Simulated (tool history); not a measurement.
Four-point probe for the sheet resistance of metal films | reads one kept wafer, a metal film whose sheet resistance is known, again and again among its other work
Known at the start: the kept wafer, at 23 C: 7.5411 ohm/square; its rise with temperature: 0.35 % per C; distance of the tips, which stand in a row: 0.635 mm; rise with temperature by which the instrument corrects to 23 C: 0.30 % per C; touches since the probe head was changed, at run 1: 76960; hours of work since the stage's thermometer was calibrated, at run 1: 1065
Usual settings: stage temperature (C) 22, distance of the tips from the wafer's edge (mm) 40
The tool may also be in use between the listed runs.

run,hour,stage temperature (C),distance of the tips from the wafer's edge (mm),touches since the probe head was changed,hours of work since the stage's thermometer was calibrated,sheet resistance as the instrument gives it (ohm/square)
1,0,22,40,76960,1065,7.558057
2,37,22,40,78358,1083,7.559568
3,87.9,22,40,80277,1108,7.559212
4,124.8,22,4,81672,1126,7.6588
# hour 131.7: stage's thermometer calibrated
5,175.3,22,4,83559,22,7.653081
6,211,22,40,84905,39,7.5564
7,274.3,22,30,87293,71,7.558536
8,348.7,22,48,90105,107,7.556787
9,417,24,3,92681,141,7.743354
10,489.2,26,24,95405,177,7.575964
11,531.9,23,4,97018,198,7.661894
# hour 548.2: stage's thermometer calibrated, once more
12,597.5,23,4,99475,24,7.671986
13,663.4,27,64,101964,57,7.588614

The same runs without the tool's hidden state, with the same run-to-run variation:
The hidden state here: inner tips' distance over the nominal, %; tips' flats over new ones', %; wafer's true temperature over the reading, C; drift of the gauge itself on sheet_ohm, %.
run,sheet resistance as the instrument gives it (ohm/square)
1,7.538059
2,7.539436
3,7.538921
4,7.63814
5,7.633971
6,7.537386
7,7.539396
8,7.537458
9,7.723316
10,7.55596
11,7.641633
12,7.639446
13,7.556177
